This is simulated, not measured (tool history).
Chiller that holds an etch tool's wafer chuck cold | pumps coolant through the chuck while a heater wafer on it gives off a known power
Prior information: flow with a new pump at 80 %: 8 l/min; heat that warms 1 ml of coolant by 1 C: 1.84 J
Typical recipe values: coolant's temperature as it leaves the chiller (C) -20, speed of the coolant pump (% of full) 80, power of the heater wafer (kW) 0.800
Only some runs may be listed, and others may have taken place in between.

| run | day | coolant's temperature as it leaves the chiller (C) | speed of the coolant pump (% of full) | power of the heater wafer (kW) | chuck's temperature once it has settled (C) | how much warmer the coolant comes back (C) |
|---|---|---|---|---|---|---|
| 1 | 0.000 | -20 | 80 | 0.800 | -12.16 | 3.71 |
| 2 | 3.304 | -20 | 80 | 0.800 | -12.02 | 3.74 |
| 3 | 7.342 | -20 | 80 | 0.800 | -12.06 | 3.76 |
| 4 | 12.600 | -20 | 62 | 0.800 | -10.27 | 4.88 |
| 5 | 17.479 | -20 | 62 | 0.800 | -10.32 | 4.93 |
| 6 | 20.062 | -20 | 62 | 0.800 | -10.24 | 4.90 |
| 7 | 25.942 | -20 | 74 | 0.800 | -11.33 | 4.13 |
| 8 | 31.562 | -21 | 80 | 0.800 | -12.71 | 3.85 |
|  | 33.425 | coolant pump overhauled |
| 9 | 37.304 | -21 | 80 | 0.800 | -13.45 | 3.27 |
| 10 | 41.804 | -20 | 80 | 0.800 | -12.52 | 3.32 |
| 11 | 46.300 | -20 | 77 | 0.800 | -12.28 | 3.38 |
| 12 | 50.675 | -20 | 80 | 0.800 | -12.39 | 3.31 |
| 13 | 55.421 | -17 | 80 | 0.800 | -9.36 | 3.36 |
|  | 58.179 | coolant changed, channels flushed |
| 14 | 59.062 | -20 | 80 | 0.800 | -12.98 | 3.31 |
| 15 | 61.950 | -20 | 80 | 0.800 | -12.89 | 3.32 |
| 16 | 65.688 | -20 | 80 | 0.873 | -12.31 | 3.65 |
| 17 | 69.929 | -20 | 81 | 0.800 | -13.01 | 3.31 |
|  | 72.092 | chiller's thermometer calibrated |
| 18 | 73.804 | -20 | 80 | 1.172 | -9.90 | 4.95 |
| 19 | 77.183 | -20 | 80 | 1.172 | -9.96 | 4.95 |
| 20 | 83.300 | -19 | 80 | 0.795 | -12.13 | 3.34 |
| 21 | 87.008 | -21 | 75 | 0.795 | -13.74 | 3.60 |
| 22 | 90.717 | -20 | 76 | 0.800 | -12.69 | 3.57 |
| 23 | 96.367 | -21 | 65 | 0.800 | -12.76 | 4.22 |
| 24 | 102.596 | -21 | 65 | 0.800 | -12.69 | 4.25 |
| 25 | 107.771 | -12 | 73 | 0.800 | -4.38 | 3.81 |
| 26 | 112.600 | -12 | 73 | 0.911 | -3.27 | 4.34 |
| 27 | 118.988 | -26 | 80 | 0.501 | -21.35 | 2.15 |
| 28 | 122.679 | -16 | 70 | 0.622 | -9.65 | 3.09 |

Estimate the outcome of run 29 from the log above:
| 29 | 127.488 | -16 | 70 | 0.622 | ? | ? |

Run 29 measured chuck's temperature once it has settled (C) -9.58, how much warmer the coolant comes back (C) 3.09.
Had the tool carried no hidden state, the very same run would have given chuck's temperature once it has settled (C) -10.27, how much warmer the coolant comes back (C) 2.87.
